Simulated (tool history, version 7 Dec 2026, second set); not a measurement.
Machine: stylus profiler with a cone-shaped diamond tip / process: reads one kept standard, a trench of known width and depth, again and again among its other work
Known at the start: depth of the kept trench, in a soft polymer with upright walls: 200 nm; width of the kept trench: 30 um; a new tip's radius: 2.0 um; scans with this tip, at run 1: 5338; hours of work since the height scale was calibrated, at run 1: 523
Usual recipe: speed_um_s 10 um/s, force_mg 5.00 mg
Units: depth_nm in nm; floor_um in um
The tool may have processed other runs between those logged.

run	hour	speed_um_s	force_mg	scans with this tip	hours of work since the height scale was calibrated	depth_nm	floor_um
1	0.0	10	5.00	5338	523	203.63	28.28
2	19.1	10	5.00	5481	537	203.72	28.25
3	36.6	10	5.00	5612	550	203.58	28.20
4	51.5	14	5.00	5724	561	203.58	28.26
5	70.3	4	5.00	5865	575	203.67	28.28
6	91.5	4	5.00	6024	591	203.57	28.25
7	104.7	10	5.00	6123	600	203.63	28.24
8	125.9	36	5.00	6282	616	203.67	28.17
9	144.6	10	5.00	6422	630	203.66	28.21
10	167.5	10	5.00	6594	646	203.56	28.21
11	190.2	10	5.00	6764	663	203.54	28.23
12	212.4	10	5.00	6931	679	203.59	28.25
13	234.5	10	5.00	7097	696	203.63	28.27
14	247.4	10	5.00	7193	705	203.60	28.22
15	257.3	10	5.00	7268	712	203.67	28.23
16	271.7	10	5.00	7375	723	203.54	28.20
17	285.0	10	5.00	7475	733	203.56	28.30
18	300.0	10	5.00	7588	744	203.65	28.16
19	318.7	3	5.00	7728	758	203.55	28.28
20	332.8	3	5.00	7834	768	203.42	28.24
21	342.2	4	5.00	7905	775	203.50	28.28
22	361.6	4	5.00	8050	789	203.60	28.26
23	381.6	4	5.00	8200	804	203.52	28.26
24	397.3	10	5.00	8318	815	203.66	28.28
25	418.2	10	5.00	8474	831	203.54	28.26
26	435.3	28	8.25	8603	843	205.04	28.24
27	451.1	10	8.36	8721	855	205.09	28.22
28	469.3	39	12.29	8858	868	206.52	28.27
29	488.5	10	2.13	9001	882	202.02	28.23
30	508.1	22	3.10	9149	897	202.54	28.20
31	530.9	7	5.30	9319	914	203.79	28.20
32	550.6	4	1.89	9468	928	201.85	28.24
33	562.1	11	8.95	9553	936	205.33	28.27
34	572.4	17	10.47	9631	944	205.93	28.24
35	590.8	13	4.58	9769	958	203.43	28.18
36	607.2	2	14.17	9892	970	207.19	28.24
37	620.3	3	9.64	9990	979	205.45	28.28
38	639.2	17	5.32	10132	993	203.71	28.18
39	651.4	29	1.88	10223	1002	201.94	28.18
40	667.8	7	10.77	10346	1014	206.11	28.25
41	687.7	27	5.00	10496	1029	203.52	28.23
42	704.6	5	1.67	10622	1041	201.73	28.26
43	720.0	10	5.00	10738	1053	203.58	28.20
44	741.1	8	3.98	10896	1068	203.06	28.26
45	757.0	16	2.86	11015	1080	202.51	28.23
46	768.9	16	2.86	11105	1089	202.49	28.20
47	780.1	7	3.36	11189	1097	202.76	28.20

Here are 3 independent what-if runs from the current tool condition. What would each one return?
A	791.7	9	5.28	11276	1105	?	?
B	791.7	22	14.32	11276	1105	?	?
C	791.7	38	3.05	11276	1105	?	?

run	depth_nm	floor_um
A	203.67	28.27
B	207.34	28.22
C	202.49	28.15
Had the tool no hidden state, the same runs would have come out as:
run	depth_nm	floor_um
A	203.65	28.29
B	207.32	28.23
C	202.48	28.16

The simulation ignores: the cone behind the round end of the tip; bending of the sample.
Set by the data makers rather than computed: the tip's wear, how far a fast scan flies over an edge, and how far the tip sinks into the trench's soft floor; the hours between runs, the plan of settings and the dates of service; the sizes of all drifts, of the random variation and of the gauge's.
